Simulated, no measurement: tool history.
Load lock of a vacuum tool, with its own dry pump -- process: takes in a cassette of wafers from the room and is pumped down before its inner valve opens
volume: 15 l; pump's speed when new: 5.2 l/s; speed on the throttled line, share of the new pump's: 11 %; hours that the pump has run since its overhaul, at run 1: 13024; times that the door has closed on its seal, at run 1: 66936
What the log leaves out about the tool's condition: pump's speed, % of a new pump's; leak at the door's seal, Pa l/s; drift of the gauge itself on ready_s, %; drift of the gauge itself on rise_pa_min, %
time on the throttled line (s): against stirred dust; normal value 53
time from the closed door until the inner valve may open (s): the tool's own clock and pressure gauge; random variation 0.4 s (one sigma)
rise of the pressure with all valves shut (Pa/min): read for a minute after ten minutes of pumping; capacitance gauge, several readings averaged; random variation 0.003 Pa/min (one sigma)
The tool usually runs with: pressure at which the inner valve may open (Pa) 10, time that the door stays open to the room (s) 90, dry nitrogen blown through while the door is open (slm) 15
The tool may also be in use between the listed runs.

run      day  time on the throttled line (s)  pressure at which the inner valve may open (Pa)  time that the door stays open to the room (s)  dry nitrogen blown through while the door is open (slm)  hours that the pump has run since its overhaul  times that the door has closed on its seal  incoming humidity of the room's air, %  time from the closed door until the inner valve may open (s)  rise of the pressure with all valves shut (Pa/min)
  1        0                              53                                               10                                             90                                                       15                                           13024                                       66936                                    43.4                                                          73.9                                               0.056
  2   10.292                              53                                               10                                             90                                                       15                                           13271                                       67685                                    46.1                                                          73.7                                               0.055
  3   23.508                              53                                               10                                             90                                                       15                                           13588                                       68647                                    47.2                                                          73.5                                               0.064
      24.712  -- door's seal changed, seat wiped
  4   36.579                              53                                               10                                             90                                                       15                                           13900                                         863                                      46                                                          73.4                                               0.055
  5   44.992                              53                                               10                                             90                                                       15                                           14102                                        1476                                      43                                                          73.3                                                0.05
  6   57.258                              53                                               10                                             90                                                       22                                           14396                                        2369                                    42.6                                                          74.1                                               0.044
  7   70.858                              53                                               10                                             90                                                       22                                           14723                                        3358                                    44.1                                                          74.1                                               0.043
  8   78.058                              53                                               10                                             90                                                       22                                           14896                                        3883                                    45.4                                                          73.2                                               0.045
  9   83.779                              53                                               10                                             90                                                       15                                           15033                                        4299                                    44.8                                                          74.1                                               0.057
 10   96.025                              53                                               10                                             90                                                        5                                           15327                                        5190                                    42.7                                                          73.2                                               0.076
 11  105.558                              53                                               10                                             90                                                       15                                           15556                                        5884                                    50.5                                                          73.5                                                0.06
 12  113.529                              53                                               10                                             90                                                       15                                           15747                                        6464                                    48.9                                                          73.4                                               0.059
 13  120.104                              53                                               10                                             90                                                       15                                           15905                                        6943                                    46.9                                                          72.7                                               0.052
 14  129.104                              53                                               10                                             90                                                       15                                           16121                                        7598                                    45.5                                                          73.3                                               0.061
 15  136.488                              53                                               10                                            174                                                       15                                           16298                                        8135                                    43.4                                                          73.3                                               0.069
 16  149.183                              53                                               10                                             38                                                       15                                           16603                                        9060                                    42.9                                                          73.5                                               0.037
 17  162.083                              53                                               10                                             38                                                       15                                           16912                                        9999                                    44.1                                                          73.9                                               0.042
 18  170.729                              53                                               10                                             38                                                       15                                           17120                                       10628                                    47.4                                                          74.2                                               0.046
 19  176.762                              53                                               10                                             40                                                       15                                           17264                                       11067                                    44.4                                                          73.3                                               0.047
 20  190.525                              62                                               10                                             26                                                       15                                           17595                                       12069                                    42.3                                                          81.5                                               0.034
 21  197.112                              62                                               10                                             26                                                       15                                           17753                                       12548                                    45.7                                                          81.3                                               0.039
 22  205.775                              52                                               12                                            192                                                       44                                           17961                                       13179                                      42                                                          72.4                                               0.044
 23  213.008                              52                                               12                                            192                                                       44                                           18134                                       13705                                      47                                                          72.7                                               0.044
 24  225.612                              29                                               12                                            192                                                       44                                           18437                                       14623                                    45.6                                                          52.2                                               0.048
 25  239.458                              53                                               19                                             92                                                       15                                           18769                                       15631                                    43.9                                                            72                                               0.058
 26  248.817                              53                                               10                                             28                                                       10                                           18994                                       16312                                    46.9                                                          73.4                                               0.048
 27  260.683                              39                                               10                                             28                                                       32                                           19279                                       17176                                    45.4                                                          61.5                                               0.028
 28  268.821                              32                                                7                                             28                                                       32                                           19474                                       17768                                    45.4                                                          56.1                                               0.027
 29  278.517                              32                                                7                                             28                                                       32                                           19707                                       18474                                    46.8                                                          56.3                                               0.029
 30  285.712                              32                                                7                                             28                                                       32                                           19879                                       18997                                    47.8                                                          56.7                                                0.03
 31  293.917                              51                                               10                                             90                                                       15                                           20076                                       19595                                    47.6                                                          70.9                                               0.054
 32  304.767                              51                                               10                                             90                                                       15                                           20337                                       20384                                    44.3                                                          71.9                                               0.057
 33  316.904                              51                                               10                                             90                                                       15                                           20628                                       21268                                    44.1                                                            72                                                0.06
 34  322.654                              51                                               10                                             90                                                       15                                           20766                                       21686                                    45.4                                                          72.9                                               0.058
 35  331.871                              33                                                8                                             39                                                       13                                           20987                                       22357                                    45.5                                                          56.8                                               0.043
 36  340.104                              33                                               17                                             39                                                        6                                           21185                                       22957                                    41.6                                                          54.3                                               0.047
 37  347.892                              33                                               17                                             39                                                        6                                           21372                                       23523                                    45.4                                                          54.6                                               0.055

Branching from run 37: 3 alternative next runs. What would each branch give?
  A  359.983                              33                                               17                                             39                                                       39                                           21662                                       24403                                    41.4                                                             ?                                                   ?
  B  359.983                              72                                                7                                             39                                                        6                                           21662                                       24403                                    51.4                                                             ?                                                   ?
  C  359.983                              53                                               10                                             69                                                       15                                           21662                                       24403                                    45.7                                                             ?                                                   ?

run  time from the closed door until the inner valve may open (s)  rise of the pressure with all valves shut (Pa/min)
  A                                                          54.8                                               0.028
  B                                                          90.6                                               0.061
  C                                                          73.5                                               0.055
What these runs would have given with no unlogged condition in the tool:
run  time from the closed door until the inner valve may open (s)  rise of the pressure with all valves shut (Pa/min)
  A                                                          54.8                                               0.027
  B                                                          90.6                                                0.06
  C                                                          73.4                                               0.054
